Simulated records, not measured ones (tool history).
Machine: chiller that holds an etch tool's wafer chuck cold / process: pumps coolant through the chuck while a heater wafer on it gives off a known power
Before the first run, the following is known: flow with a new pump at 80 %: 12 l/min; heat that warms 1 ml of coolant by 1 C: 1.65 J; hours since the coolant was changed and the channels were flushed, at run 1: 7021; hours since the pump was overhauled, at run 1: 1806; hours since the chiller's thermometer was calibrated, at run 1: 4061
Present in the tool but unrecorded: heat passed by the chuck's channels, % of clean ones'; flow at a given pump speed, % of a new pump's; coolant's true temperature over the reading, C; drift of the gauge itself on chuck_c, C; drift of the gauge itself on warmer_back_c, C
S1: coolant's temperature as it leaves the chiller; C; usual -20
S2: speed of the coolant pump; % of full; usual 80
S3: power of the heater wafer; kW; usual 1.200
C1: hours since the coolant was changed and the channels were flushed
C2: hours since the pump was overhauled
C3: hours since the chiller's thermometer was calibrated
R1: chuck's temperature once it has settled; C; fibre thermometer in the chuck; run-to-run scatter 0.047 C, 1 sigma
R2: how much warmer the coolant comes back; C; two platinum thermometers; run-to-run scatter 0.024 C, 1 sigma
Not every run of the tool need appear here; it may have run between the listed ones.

run	hour	S1	S2	S3	C1	C2	C3	R1	R2
1	0.0	-20	80	1.200	7021	1806	4061	-12.01	3.71
2	40.5	-20	80	1.200	7061	1847	4102	-11.99	3.70
3	70.9	-20	80	1.200	7092	1877	4132	-12.00	3.74
4	105.8	-20	81	1.200	7126	1912	4167	-12.19	3.65
5	163.3	-20	80	1.200	7184	1970	4225	-11.88	3.68
6	192.4	-20	80	1.200	7213	1999	4254	-12.01	3.71
7	227.0	-20	80	0.740	7248	2033	4288	-15.44	2.29
8	288.8	-20	80	0.740	7309	2095	4350	-15.24	2.25
9	326.5	-20	80	0.740	7347	2133	4388	-15.31	2.29
# hour 366.5: coolant changed, channels flushed
10	378.4	-20	80	1.200	12	2179	4434	-12.55	3.69
11	430.6	-20	80	1.200	64	2231	4486	-12.56	3.72
12	492.5	-16	80	1.200	126	2293	4548	-8.50	3.67
13	550.0	-16	80	1.200	183	2350	4605	-8.57	3.72
14	601.1	-16	80	1.200	235	2401	4656	-8.55	3.67
15	655.4	-20	80	1.157	289	2456	4711	-12.84	3.53
16	699.8	-20	80	1.157	333	2500	4755	-12.89	3.59
17	733.9	-20	80	1.157	367	2534	4789	-12.81	3.60
18	790.5	-20	80	1.157	424	2591	4846	-12.74	3.59
19	839.9	-27	92	1.200	473	2640	4895	-20.54	3.16
20	874.3	-14	79	0.669	508	2675	4930	-10.08	2.11
21	928.9	-27	61	1.474	562	2729	4984	-14.99	6.24
# hour 937.9: coolant pump overhauled
22	966.8	-27	61	1.474	595	29	5017	-14.98	6.27
23	1000.7	-27	61	1.474	629	63	5051	-14.93	6.29
# hour 1056.7: coolant pump overhauled, once more
24	1059.9	-20	80	0.964	683	3	5105	-14.41	2.89
# hour 1081.2: chiller's thermometer calibrated
25	1106.7	-20	97	1.562	729	49	26	-11.36	3.77
26	1142.1	-11	60	1.095	765	84	61	-1.64	4.60
27	1183.5	-25	60	1.095	806	126	102	-15.68	4.58
28	1219.3	-25	95	0.847	842	162	138	-20.22	2.12
29	1271.3	-25	95	0.847	894	214	190	-20.25	2.11
30	1304.8	-25	95	0.847	927	247	224	-20.21	2.11
31	1334.0	-19	67	0.698	957	276	253	-13.63	2.56

Some steps in R1 between neighbouring runs. How much of each would the tool show without its hidden state too (settings, what came in, random variation), and how much is left for the hidden state, with any gauge scatter that isn't in both results?
Run 9 -> 10: S3 0.740 -> 1.200, coolant changed, channels flushed. R1 +2.76 C: hidden state -0.29, all else +3.05.
Run 19 -> 20: S1 -27 -> -14, S2 92 -> 79, S3 1.200 -> 0.669. R1 +10.46 C: hidden state -0.06, all else +10.52.
Run 23 -> 24: S1 -27 -> -20, S2 61 -> 80, S3 1.474 -> 0.964, coolant pump overhauled, once more. R1 +0.52 C: hidden state -0.40, all else +0.92.
Run 24 -> 25: S2 80 -> 97, S3 0.964 -> 1.562, chiller's thermometer calibrated. R1 +3.05 C: hidden state +0.68, all else +2.37.
Run 25 -> 26: S1 -20 -> -11, S2 97 -> 60, S3 1.562 -> 1.095. R1 +9.72 C: hidden state +0.00, all else +9.72.
Run 26 -> 27: S1 -11 -> -25. R1 -14.04 C: hidden state +0.00, all else -14.04.
